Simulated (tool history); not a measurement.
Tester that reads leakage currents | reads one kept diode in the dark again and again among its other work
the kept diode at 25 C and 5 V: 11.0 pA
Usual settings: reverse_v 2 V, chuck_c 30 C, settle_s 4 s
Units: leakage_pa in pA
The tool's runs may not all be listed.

run 1 hour=0 | reverse_v=2 chuck_c=30 settle_s=4 | leakage_pa=9.3
run 2 hour=17.5 | reverse_v=2 chuck_c=30 settle_s=4 | leakage_pa=9.33
run 3 hour=31 | reverse_v=2 chuck_c=30 settle_s=4 | leakage_pa=9.26
run 4 hour=52.5 | reverse_v=2 chuck_c=30 settle_s=4 | leakage_pa=9.3
run 5 hour=83 | reverse_v=2 chuck_c=30 settle_s=4 | leakage_pa=9.33
run 6 hour=112.6 | reverse_v=2 chuck_c=30 settle_s=4 | leakage_pa=9.34
run 7 hour=138 | reverse_v=2.97 chuck_c=30 settle_s=4 | leakage_pa=11.81
run 8 hour=160.9 | reverse_v=2.97 chuck_c=30 settle_s=4 | leakage_pa=11.83
run 9 hour=174.9 | reverse_v=2 chuck_c=56 settle_s=4 | leakage_pa=49.02
run 10 hour=199.1 | reverse_v=2 chuck_c=30 settle_s=4 | leakage_pa=9.29
run 11 hour=228.3 | reverse_v=2 chuck_c=30 settle_s=4 | leakage_pa=9.35
run 12 hour=244.2 | reverse_v=2 chuck_c=30 settle_s=4 | leakage_pa=9.35
run 13 hour=265.3 | reverse_v=5.59 chuck_c=30 settle_s=0.68 | leakage_pa=17.33
run 14 hour=280.8 | reverse_v=5.86 chuck_c=27 settle_s=0.31 | leakage_pa=15.1
run 15 hour=303.4 | reverse_v=15.94 chuck_c=27 settle_s=1.93 | leakage_pa=26.53
run 16 hour=328.5 | reverse_v=15.94 chuck_c=49 settle_s=0.61 | leakage_pa=107.82
run 17 hour=353.6 | reverse_v=15.94 chuck_c=49 settle_s=0.61 | leakage_pa=107.98
run 18 hour=382.2 | reverse_v=15.94 chuck_c=49 settle_s=0.61 | leakage_pa=107.72

Forecast run 19:
run 19 hour=409.6 | reverse_v=1.58 chuck_c=49 settle_s=0.35 | leakage_pa=?

{"run 19": {"leakage_pa": 28.11}}
Without the tool's hidden state the same run would have given leakage_pa 28.79 pA.

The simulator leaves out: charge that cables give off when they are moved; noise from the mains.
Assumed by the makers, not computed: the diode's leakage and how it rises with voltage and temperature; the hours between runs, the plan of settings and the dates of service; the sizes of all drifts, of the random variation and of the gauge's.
